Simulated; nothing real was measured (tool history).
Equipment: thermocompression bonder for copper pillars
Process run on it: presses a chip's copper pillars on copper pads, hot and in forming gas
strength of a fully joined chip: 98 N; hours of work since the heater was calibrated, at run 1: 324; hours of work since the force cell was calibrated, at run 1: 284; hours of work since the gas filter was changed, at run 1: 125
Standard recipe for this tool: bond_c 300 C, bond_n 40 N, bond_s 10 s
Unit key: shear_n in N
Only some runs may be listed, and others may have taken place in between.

| run | day | bond_c | bond_n | bond_s | hours of work since the heater was calibrated | hours of work since the force cell was calibrated | hours of work since the gas filter was changed | shear_n |
|---|---|---|---|---|---|---|---|---|
| 1 | 0.000 | 300 | 40 | 10 | 324 | 284 | 125 | 53.7 |
| 2 | 2.525 | 300 | 40 | 10 | 349 | 309 | 150 | 53.4 |
| 3 | 5.650 | 300 | 40 | 10 | 380 | 340 | 181 | 52.6 |
| 4 | 8.450 | 300 | 40 | 20 | 408 | 368 | 209 | 64.5 |
| 5 | 12.354 | 300 | 40 | 20 | 446 | 407 | 248 | 64.3 |
| 6 | 16.267 | 300 | 40 | 20 | 485 | 446 | 286 | 64.6 |
| 7 | 18.808 | 300 | 40 | 20 | 510 | 471 | 311 | 62.6 |
| 8 | 21.517 | 300 | 40 | 20 | 537 | 498 | 338 | 62.9 |
| 9 | 25.208 | 300 | 40 | 20 | 574 | 534 | 375 | 62.5 |
| 10 | 26.996 | 300 | 29 | 10 | 591 | 552 | 393 | 36.5 |
| 11 | 30.292 | 300 | 29 | 10 | 624 | 585 | 425 | 36.4 |
| 12 | 33.388 | 300 | 29 | 10 | 655 | 615 | 456 | 35.8 |
| 13 | 35.533 | 300 | 60 | 10 | 676 | 636 | 477 | 69.7 |
|  | 36.621 | forming gas filter changed |
| 14 | 38.067 | 300 | 60 | 6 | 701 | 661 | 14 | 62.7 |
| 15 | 42.154 | 300 | 60 | 6 | 741 | 702 | 55 | 64.1 |
| 16 | 45.038 | 300 | 60 | 6 | 770 | 730 | 83 | 60.7 |
| 17 | 47.692 | 300 | 60 | 6 | 796 | 757 | 110 | 63.3 |
| 18 | 49.575 | 328 | 43 | 9 | 815 | 775 | 128 | 68.8 |
|  | 52.308 | heater calibrated with a thermocouple chip |
| 19 | 52.983 | 328 | 43 | 9 | 7 | 808 | 161 | 69.6 |
| 20 | 56.004 | 286 | 51 | 10 | 37 | 838 | 191 | 56.3 |
|  | 58.062 | force cell calibrated |
| 21 | 59.058 | 313 | 40 | 15 | 66 | 10 | 221 | 70.0 |
| 22 | 62.275 | 307 | 53 | 5 | 98 | 42 | 253 | 59.4 |
| 23 | 65.588 | 300 | 59 | 19 | 131 | 75 | 286 | 81.6 |
| 24 | 68.829 | 296 | 38 | 8 | 163 | 107 | 318 | 45.0 |
| 25 | 72.425 | 305 | 38 | 8 | 199 | 142 | 353 | 48.7 |
| 26 | 75.196 | 305 | 38 | 8 | 226 | 170 | 381 | 49.2 |
| 27 | 78.825 | 305 | 38 | 8 | 262 | 206 | 417 | 47.4 |
| 28 | 80.892 | 305 | 38 | 8 | 283 | 226 | 437 | 47.5 |
| 29 | 84.517 | 305 | 38 | 8 | 319 | 262 | 473 | 48.9 |
|  | 86.004 | forming gas filter changed |
| 30 | 87.404 | 317 | 31 | 21 | 347 | 291 | 14 | 62.9 |
| 31 | 91.379 | 317 | 57 | 12 | 386 | 330 | 53 | 82.3 |
| 32 | 94.929 | 310 | 44 | 8 | 422 | 365 | 88 | 60.4 |
| 33 | 99.021 | 297 | 34 | 13 | 462 | 406 | 129 | 47.4 |

For each entry between runs, how does the tool's hidden state at the last listed run before it compare with that at the first listed run after it?
Logged between run 13 and run 14: forming gas filter changed (day 36.621)
  true temperature of the bond over the reading, C: -3 -> -3.1; force that reaches the chip, % of what is set: 96.4 -> 96.3; oxide that the forming gas leaves, % of the face: 3.64 -> 0.79
  what was measured, less what the result would be without the hidden state, shear_n: -5.8 -> -4.1 N
Logged between run 18 and run 19: heater calibrated with a thermocouple chip (day 52.308)
  true temperature of the bond over the reading, C: -3.8 -> 0.3; force that reaches the chip, % of what is set: 95.7 -> 95.5; oxide that the forming gas leaves, % of the face: 1.55 -> 1.74
  what was measured, less what the result would be without the hidden state, shear_n: -5.1 -> -3.0 N
Logged between run 20 and run 21: force cell calibrated (day 58.062)
  true temperature of the bond over the reading, C: 0.1 -> -0.1; force that reaches the chip, % of what is set: 95.4 -> 99.4; oxide that the forming gas leaves, % of the face: 1.95 -> 2.16
  what was measured, less what the result would be without the hidden state, shear_n: -3.3 -> -1.5 N
Logged between run 29 and run 30: forming gas filter changed (day 86.004)
  true temperature of the bond over the reading, C: -1.6 -> -1.7; force that reaches the chip, % of what is set: 98.1 -> 97.9; oxide that the forming gas leaves, % of the face: 3.82 -> 0.6
  what was measured, less what the result would be without the hidden state, shear_n: -3.6 -> -2.1 N
